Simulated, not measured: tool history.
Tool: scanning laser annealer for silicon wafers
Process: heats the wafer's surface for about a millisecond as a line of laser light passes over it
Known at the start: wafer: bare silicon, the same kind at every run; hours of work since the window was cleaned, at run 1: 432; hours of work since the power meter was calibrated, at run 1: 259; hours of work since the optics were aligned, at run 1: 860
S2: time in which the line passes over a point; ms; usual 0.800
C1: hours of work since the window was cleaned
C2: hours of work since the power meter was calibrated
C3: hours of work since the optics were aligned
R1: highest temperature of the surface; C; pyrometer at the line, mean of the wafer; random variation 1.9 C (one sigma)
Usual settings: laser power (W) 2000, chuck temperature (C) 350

run 1 hour=0.0 | laser_power_(W)=2000 S2=0.800 chuck_temperature_(C)=350 | C1=432 C2=259 C3=860 | R1=1072
-- hour=8.1 optics aligned, line set to its width
run 2 hour=19.2 | laser_power_(W)=2000 S2=0.800 chuck_temperature_(C)=350 | C1=438 C2=264 C3=4 | R1=1089
run 3 hour=36.9 | laser_power_(W)=2034 S2=0.800 chuck_temperature_(C)=350 | C1=445 C2=271 C3=12 | R1=1104
run 4 hour=52.8 | laser_power_(W)=2000 S2=0.800 chuck_temperature_(C)=320 | C1=451 C2=278 C3=18 | R1=1059
run 5 hour=79.3 | laser_power_(W)=2000 S2=0.800 chuck_temperature_(C)=320 | C1=462 C2=288 C3=29 | R1=1057
run 6 hour=92.0 | laser_power_(W)=2000 S2=0.800 chuck_temperature_(C)=350 | C1=467 C2=294 C3=34 | R1=1089
run 7 hour=109.4 | laser_power_(W)=2000 S2=0.800 chuck_temperature_(C)=350 | C1=474 C2=301 C3=41 | R1=1088
run 8 hour=125.8 | laser_power_(W)=2000 S2=0.800 chuck_temperature_(C)=350 | C1=481 C2=307 C3=47 | R1=1087
run 9 hour=144.1 | laser_power_(W)=2000 S2=0.800 chuck_temperature_(C)=350 | C1=488 C2=314 C3=55 | R1=1086
run 10 hour=160.1 | laser_power_(W)=2000 S2=0.800 chuck_temperature_(C)=350 | C1=495 C2=321 C3=61 | R1=1090
run 11 hour=186.5 | laser_power_(W)=2000 S2=0.800 chuck_temperature_(C)=350 | C1=505 C2=332 C3=72 | R1=1089
-- hour=203.6 window over the wafer cleaned
run 12 hour=208.9 | laser_power_(W)=2055 S2=0.800 chuck_temperature_(C)=350 | C1=2 C2=340 C3=80 | R1=1107
run 13 hour=230.9 | laser_power_(W)=2055 S2=0.800 chuck_temperature_(C)=350 | C1=11 C2=349 C3=89 | R1=1109
run 14 hour=247.6 | laser_power_(W)=2055 S2=0.651 chuck_temperature_(C)=350 | C1=18 C2=355 C3=95 | R1=1038
run 15 hour=258.5 | laser_power_(W)=1759 S2=0.651 chuck_temperature_(C)=350 | C1=22 C2=360 C3=100 | R1=914
run 16 hour=275.8 | laser_power_(W)=2000 S2=0.800 chuck_temperature_(C)=360 | C1=29 C2=367 C3=107 | R1=1092
-- hour=296.5 window over the wafer cleaned, once more
run 17 hour=304.5 | laser_power_(W)=2000 S2=0.800 chuck_temperature_(C)=360 | C1=3 C2=377 C3=118 | R1=1114
run 18 hour=320.8 | laser_power_(W)=2000 S2=0.800 chuck_temperature_(C)=360 | C1=10 C2=384 C3=124 | R1=1115
run 19 hour=344.7 | laser_power_(W)=2000 S2=0.800 chuck_temperature_(C)=360 | C1=19 C2=393 C3=134 | R1=1113
run 20 hour=368.8 | laser_power_(W)=2000 S2=0.800 chuck_temperature_(C)=360 | C1=29 C2=403 C3=143 | R1=1112
run 21 hour=380.5 | laser_power_(W)=2000 S2=0.800 chuck_temperature_(C)=360 | C1=34 C2=408 C3=148 | R1=1112
run 22 hour=399.7 | laser_power_(W)=2066 S2=0.737 chuck_temperature_(C)=350 | C1=42 C2=416 C3=156 | R1=1103
run 23 hour=426.1 | laser_power_(W)=1908 S2=0.764 chuck_temperature_(C)=388 | C1=52 C2=426 C3=166 | R1=1082
run 24 hour=438.0 | laser_power_(W)=1908 S2=0.764 chuck_temperature_(C)=388 | C1=57 C2=431 C3=171 | R1=1078
run 25 hour=460.9 | laser_power_(W)=2152 S2=0.800 chuck_temperature_(C)=328 | C1=66 C2=440 C3=180 | R1=1149
run 26 hour=475.1 | laser_power_(W)=2000 S2=0.809 chuck_temperature_(C)=350 | C1=72 C2=446 C3=186 | R1=1099
run 27 hour=486.0 | laser_power_(W)=1806 S2=0.577 chuck_temperature_(C)=359 | C1=76 C2=450 C3=190 | R1=926
run 28 hour=507.6 | laser_power_(W)=1854 S2=0.709 chuck_temperature_(C)=378 | C1=85 C2=459 C3=199 | R1=1022
run 29 hour=525.3 | laser_power_(W)=1728 S2=0.991 chuck_temperature_(C)=374 | C1=92 C2=466 C3=206 | R1=1063
run 30 hour=537.0 | laser_power_(W)=1728 S2=0.991 chuck_temperature_(C)=374 | C1=97 C2=471 C3=211 | R1=1062
run 31 hour=555.5 | laser_power_(W)=1985 S2=0.732 chuck_temperature_(C)=350 | C1=104 C2=478 C3=218 | R1=1059
run 32 hour=575.2 | laser_power_(W)=1788 S2=0.732 chuck_temperature_(C)=372 | C1=112 C2=486 C3=226 | R1=993
run 33 hour=590.5 | laser_power_(W)=1788 S2=0.732 chuck_temperature_(C)=372 | C1=118 C2=492 C3=233 | R1=993
run 34 hour=615.2 | laser_power_(W)=1919 S2=0.854 chuck_temperature_(C)=369 | C1=128 C2=502 C3=242 | R1=1099
run 35 hour=626.4 | laser_power_(W)=2142 S2=0.594 chuck_temperature_(C)=353 | C1=133 C2=507 C3=247 | R1=1060
run 36 hour=643.7 | laser_power_(W)=2142 S2=0.932 chuck_temperature_(C)=353 | C1=140 C2=514 C3=254 | R1=1226
run 37 hour=667.9 | laser_power_(W)=1802 S2=0.935 chuck_temperature_(C)=328 | C1=149 C2=523 C3=264 | R1=1032
run 38 hour=682.3 | laser_power_(W)=2000 S2=0.800 chuck_temperature_(C)=390 | C1=155 C2=529 C3=269 | R1=1136
run 39 hour=705.6 | laser_power_(W)=2072 S2=0.612 chuck_temperature_(C)=350 | C1=164 C2=539 C3=279 | R1=1033
run 40 hour=727.9 | laser_power_(W)=2124 S2=0.895 chuck_temperature_(C)=337 | C1=173 C2=548 C3=288 | R1=1179
run 41 hour=748.0 | laser_power_(W)=2124 S2=0.895 chuck_temperature_(C)=341 | C1=181 C2=556 C3=296 | R1=1185

Measured less the same run without the tool's hidden state. The same run-to-run variation is in both; the gauge's scatter may not be:
The hidden state here: light that passes the window, % of a clean one's; laser's true power over the reading, %; width of the line over the set one, %; drift of the gauge itself on peak_c, C.
run=1 R1=-41
run=2 R1=-21
run=3 R1=-22
run=4 R1=-22
run=5 R1=-23
run=6 R1=-24
run=7 R1=-23
run=8 R1=-25
run=9 R1=-24
run=10 R1=-25
run=11 R1=-26
run=12 R1=-30
run=13 R1=-30
run=14 R1=-29
run=15 R1=-23
run=16 R1=-31
run=17 R1=-8
run=18 R1=-9
run=19 R1=-9
run=20 R1=-10
run=21 R1=-11
run=22 R1=-11
run=23 R1=-10
run=24 R1=-11
run=25 R1=-14
run=26 R1=-13
run=27 R1=-10
run=28 R1=-12
run=29 R1=-13
run=30 R1=-13
run=31 R1=-14
run=32 R1=-13
run=33 R1=-13
run=34 R1=-16
run=35 R1=-16
run=36 R1=-20
run=37 R1=-17
run=38 R1=-18
run=39 R1=-18
run=40 R1=-22
run=41 R1=-23

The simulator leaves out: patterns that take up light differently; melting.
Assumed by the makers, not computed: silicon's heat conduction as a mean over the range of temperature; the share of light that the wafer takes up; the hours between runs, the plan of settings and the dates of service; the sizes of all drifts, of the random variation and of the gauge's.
